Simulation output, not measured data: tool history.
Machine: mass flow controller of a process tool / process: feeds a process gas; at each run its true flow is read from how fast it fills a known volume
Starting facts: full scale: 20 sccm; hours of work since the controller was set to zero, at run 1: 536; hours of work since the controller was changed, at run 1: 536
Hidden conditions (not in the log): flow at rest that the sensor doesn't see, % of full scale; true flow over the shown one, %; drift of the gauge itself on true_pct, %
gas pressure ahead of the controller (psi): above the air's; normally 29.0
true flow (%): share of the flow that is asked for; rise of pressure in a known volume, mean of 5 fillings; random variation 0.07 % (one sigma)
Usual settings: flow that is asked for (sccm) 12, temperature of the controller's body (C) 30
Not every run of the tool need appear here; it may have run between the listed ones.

| run | day | flow that is asked for (sccm) | gas pressure ahead of the controller (psi) | temperature of the controller's body (C) | hours of work since the controller was set to zero | hours of work since the controller was changed | true flow (%) |
|---|---|---|---|---|---|---|---|
| 1 | 0.000 | 12 | 29.0 | 30 | 536 | 536 | 99.31 |
| 2 | 8.767 | 12 | 29.0 | 21 | 638 | 638 | 99.85 |
| 3 | 16.412 | 12 | 29.0 | 21 | 727 | 727 | 99.76 |
| 4 | 22.054 | 12 | 25.7 | 30 | 793 | 793 | 99.50 |
| 5 | 29.462 | 12 | 25.7 | 30 | 879 | 879 | 99.39 |
| 6 | 36.138 | 12 | 28.7 | 30 | 957 | 957 | 99.35 |
| 7 | 40.700 | 12 | 28.7 | 39 | 1010 | 1010 | 98.99 |
| 8 | 46.004 | 12 | 28.7 | 39 | 1072 | 1072 | 99.10 |
| 9 | 51.783 | 2 | 28.7 | 27 | 1139 | 1139 | 98.04 |
| 10 | 59.746 | 11 | 34.7 | 36 | 1231 | 1231 | 98.83 |
| 11 | 67.017 | 16 | 29.0 | 30 | 1316 | 1316 | 99.76 |
| 12 | 72.308 | 5 | 28.3 | 30 | 1378 | 1378 | 98.56 |
| 13 | 75.967 | 11 | 29.0 | 25 | 1420 | 1420 | 99.52 |
| 14 | 84.250 | 4 | 39.6 | 33 | 1517 | 1517 | 97.85 |

Some steps in true flow (%), run to run, broken into two amounts with sign: the step expected even without the hidden condition (settings, incoming material, random variation), and the rest, left for the hidden condition together with whatever gauge scatter is not in both the measured and the hidden-condition-free result:
Run 8 -> 9: flow that is asked for (sccm) 12 -> 2, temperature of the controller's body (C) 39 -> 27. true flow (%) -1.06: hidden state -0.91, all else -0.15.
Run 13 -> 14: flow that is asked for (sccm) 11 -> 4, gas pressure ahead of the controller (psi) 29.0 -> 39.6, temperature of the controller's body (C) 25 -> 33. true flow (%) -1.67: hidden state -0.45, all else -1.22.

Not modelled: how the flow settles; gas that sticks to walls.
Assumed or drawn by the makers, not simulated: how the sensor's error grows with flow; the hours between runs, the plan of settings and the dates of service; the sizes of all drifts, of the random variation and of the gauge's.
